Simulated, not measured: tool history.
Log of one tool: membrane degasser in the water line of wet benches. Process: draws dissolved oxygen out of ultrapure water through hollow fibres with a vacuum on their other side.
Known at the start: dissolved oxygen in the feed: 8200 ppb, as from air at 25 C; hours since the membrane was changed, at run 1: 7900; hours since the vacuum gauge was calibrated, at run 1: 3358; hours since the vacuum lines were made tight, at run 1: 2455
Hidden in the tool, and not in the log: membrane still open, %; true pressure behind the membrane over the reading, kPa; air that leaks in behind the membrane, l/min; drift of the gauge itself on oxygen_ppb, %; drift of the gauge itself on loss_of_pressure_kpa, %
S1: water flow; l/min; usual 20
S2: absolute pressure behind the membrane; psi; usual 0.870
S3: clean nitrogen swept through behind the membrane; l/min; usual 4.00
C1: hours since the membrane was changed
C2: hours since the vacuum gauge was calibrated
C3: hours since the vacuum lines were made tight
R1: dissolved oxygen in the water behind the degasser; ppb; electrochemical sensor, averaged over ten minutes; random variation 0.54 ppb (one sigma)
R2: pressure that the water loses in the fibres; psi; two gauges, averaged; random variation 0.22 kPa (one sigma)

{"run": 1, "hour": 0.0, "S1": 20, "S2": 0.87, "S3": 4.0, "C1": 7900, "C2": 3358, "C3": 2455, "R1": 51.6, "R2": 7.909}
{"run": 2, "hour": 347.4, "S1": 20, "S2": 0.87, "S3": 6.54, "C1": 8247, "C2": 3705, "C3": 2803, "R1": 38.8, "R2": 7.913}
{"run": 3, "hour": 573.8, "S1": 20, "S2": 0.87, "S3": 6.54, "C1": 8474, "C2": 3932, "C3": 3029, "R1": 39.0, "R2": 7.925}
{"run": 4, "hour": 726.9, "S1": 20, "S2": 0.87, "S3": 6.54, "C1": 8627, "C2": 4085, "C3": 3182, "R1": 39.0, "R2": 7.979}
{"run": 5, "hour": 950.8, "S1": 20, "S2": 0.87, "S3": 6.54, "C1": 8851, "C2": 4309, "C3": 3406, "R1": 39.7, "R2": 7.942}
{"hour": 1047.5, "done": "vacuum gauge calibrated"}
{"run": 6, "hour": 1143.3, "S1": 20, "S2": 0.87, "S3": 4.14, "C1": 9043, "C2": 96, "C3": 3598, "R1": 50.9, "R2": 7.95}
{"run": 7, "hour": 1329.8, "S1": 20, "S2": 0.87, "S3": 2.46, "C1": 9229, "C2": 282, "C3": 3784, "R1": 74.1, "R2": 8.055}
{"run": 8, "hour": 1515.6, "S1": 20, "S2": 0.87, "S3": 4.0, "C1": 9415, "C2": 468, "C3": 3970, "R1": 52.8, "R2": 8.005}
{"run": 9, "hour": 1736.1, "S1": 20, "S2": 0.87, "S3": 7.73, "C1": 9636, "C2": 689, "C3": 4191, "R1": 37.3, "R2": 8.002}
{"run": 10, "hour": 2060.3, "S1": 20, "S2": 0.87, "S3": 7.73, "C1": 9960, "C2": 1013, "C3": 4515, "R1": 38.3, "R2": 8.037}
{"run": 11, "hour": 2343.2, "S1": 20, "S2": 0.87, "S3": 7.73, "C1": 10243, "C2": 1296, "C3": 4798, "R1": 37.0, "R2": 8.048}
{"run": 12, "hour": 2568.4, "S1": 20, "S2": 0.87, "S3": 7.73, "C1": 10468, "C2": 1521, "C3": 5023, "R1": 37.9, "R2": 8.079}
{"run": 13, "hour": 2754.9, "S1": 20, "S2": 0.87, "S3": 7.73, "C1": 10654, "C2": 1707, "C3": 5210, "R1": 37.2, "R2": 8.109}
{"run": 14, "hour": 3025.4, "S1": 20, "S2": 0.87, "S3": 7.73, "C1": 10925, "C2": 1978, "C3": 5480, "R1": 37.4, "R2": 8.115}
{"run": 15, "hour": 3186.8, "S1": 20, "S2": 0.87, "S3": 4.0, "C1": 11086, "C2": 2139, "C3": 5642, "R1": 54.2, "R2": 8.183}
{"run": 16, "hour": 3504.5, "S1": 20, "S2": 0.87, "S3": 4.0, "C1": 11404, "C2": 2457, "C3": 5959, "R1": 55.1, "R2": 8.105}
{"run": 17, "hour": 3746.4, "S1": 24, "S2": 0.745, "S3": 4.14, "C1": 11646, "C2": 2699, "C3": 6201, "R1": 59.4, "R2": 9.821}
{"run": 18, "hour": 4057.3, "S1": 14, "S2": 1.053, "S3": 4.98, "C1": 11957, "C2": 3010, "C3": 6512, "R1": 39.4, "R2": 5.684}
{"run": 19, "hour": 4229.7, "S1": 25, "S2": 1.156, "S3": 9.75, "C1": 12129, "C2": 3182, "C3": 6684, "R1": 66.6, "R2": 10.28}

Forecast run 20:
{"run": 20, "hour": 4502.8, "S1": 19, "S2": 2.02, "S3": 5.24, "C1": 12402, "C2": 3455, "C3": 6957, "R1": "?", "R2": "?"}

{"run 20": {"R1": 114.7, "R2": 7.802}}
Without the tool's hidden state the same run would have given R1 102.7 ppb, R2 7.087 psi.
